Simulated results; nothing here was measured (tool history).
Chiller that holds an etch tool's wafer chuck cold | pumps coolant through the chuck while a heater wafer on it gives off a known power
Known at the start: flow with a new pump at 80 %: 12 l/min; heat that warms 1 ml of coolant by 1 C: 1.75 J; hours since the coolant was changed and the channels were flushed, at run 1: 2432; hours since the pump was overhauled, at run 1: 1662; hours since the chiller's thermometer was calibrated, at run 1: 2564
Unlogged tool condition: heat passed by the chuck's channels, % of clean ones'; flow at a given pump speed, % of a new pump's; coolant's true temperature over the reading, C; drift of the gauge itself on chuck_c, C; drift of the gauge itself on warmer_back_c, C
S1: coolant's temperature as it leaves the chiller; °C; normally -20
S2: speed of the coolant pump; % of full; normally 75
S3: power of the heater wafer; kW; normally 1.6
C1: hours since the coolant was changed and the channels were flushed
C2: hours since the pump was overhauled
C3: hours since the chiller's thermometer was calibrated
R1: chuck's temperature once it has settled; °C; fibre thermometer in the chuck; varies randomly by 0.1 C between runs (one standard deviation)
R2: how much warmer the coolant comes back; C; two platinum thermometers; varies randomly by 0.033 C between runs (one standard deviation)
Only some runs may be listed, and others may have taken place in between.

{"run": 1, "hour": 0.0, "S1": -20, "S2": 75, "S3": 1.6, "C1": 2432, "C2": 1662, "C3": 2564, "R1": -7.3, "R2": 5.22}
{"run": 2, "hour": 41.1, "S1": -20, "S2": 75, "S3": 1.6, "C1": 2473, "C2": 1703, "C3": 2605, "R1": -7.1, "R2": 5.26}
{"run": 3, "hour": 95.1, "S1": -21, "S2": 75, "S3": 1.6, "C1": 2527, "C2": 1757, "C3": 2659, "R1": -8, "R2": 5.24}
{"run": 4, "hour": 147.6, "S1": -21, "S2": 75, "S3": 1.6, "C1": 2579, "C2": 1810, "C3": 2712, "R1": -8.1, "R2": 5.27}
{"run": 5, "hour": 195.2, "S1": -20, "S2": 75, "S3": 1.6, "C1": 2627, "C2": 1857, "C3": 2760, "R1": -7, "R2": 5.25}
{"hour": 198.5, "done": "chiller's thermometer calibrated"}
{"run": 6, "hour": 221.5, "S1": -20, "S2": 75, "S3": 1.6, "C1": 2652, "C2": 1882, "C3": 23, "R1": -6.6, "R2": 5.27}
{"run": 7, "hour": 245.6, "S1": -20, "S2": 75, "S3": 1.6, "C1": 2676, "C2": 1906, "C3": 47, "R1": -6.7, "R2": 5.24}
{"hour": 299.4, "done": "chiller's thermometer calibrated, once more"}
{"run": 8, "hour": 300.4, "S1": -20, "S2": 75, "S3": 1.6, "C1": 2730, "C2": 1960, "C3": 1, "R1": -7.6, "R2": 5.3}
{"run": 9, "hour": 331.0, "S1": -26, "S2": 60, "S3": 0.815, "C1": 2760, "C2": 1991, "C3": 32, "R1": -18.1, "R2": 3.44}
{"run": 10, "hour": 378.9, "S1": -14, "S2": 100, "S3": 1.326, "C1": 2808, "C2": 2039, "C3": 79, "R1": -6, "R2": 3.2}
{"run": 11, "hour": 406.3, "S1": -14, "S2": 100, "S3": 1.326, "C1": 2836, "C2": 2066, "C3": 107, "R1": -6, "R2": 3.23}
{"run": 12, "hour": 429.3, "S1": -25, "S2": 66, "S3": 2.102, "C1": 2859, "C2": 2089, "C3": 130, "R1": -6.2, "R2": 8.07}
{"run": 13, "hour": 479.7, "S1": -25, "S2": 66, "S3": 2.102, "C1": 2909, "C2": 2140, "C3": 180, "R1": -5.9, "R2": 8.1}

Each row is a separate what-if for the run after 13, all from the same tool condition, not one after another. Results?
{"run": "A", "hour": 512.9, "S1": -20, "S2": 90, "S3": 1.919, "C1": 2942, "C2": 2173, "C3": 214, "R1": "?", "R2": "?"}
{"run": "B", "hour": 512.9, "S1": -25, "S2": 88, "S3": 2.102, "C1": 2942, "C2": 2173, "C3": 214, "R1": "?", "R2": "?"}
{"run": "C", "hour": 512.9, "S1": -19, "S2": 80, "S3": 1.13, "C1": 2942, "C2": 2173, "C3": 214, "R1": "?", "R2": "?"}

run=A R1=-7.2 R2=5.16
run=B R1=-10.8 R2=5.8
run=C R1=-10.5 R2=3.49
Without the tool's hidden state the same runs would have given:
run=A R1=-9.2 R2=4.77
run=B R1=-13 R2=5.36
run=C R1=-11.9 R2=3.22
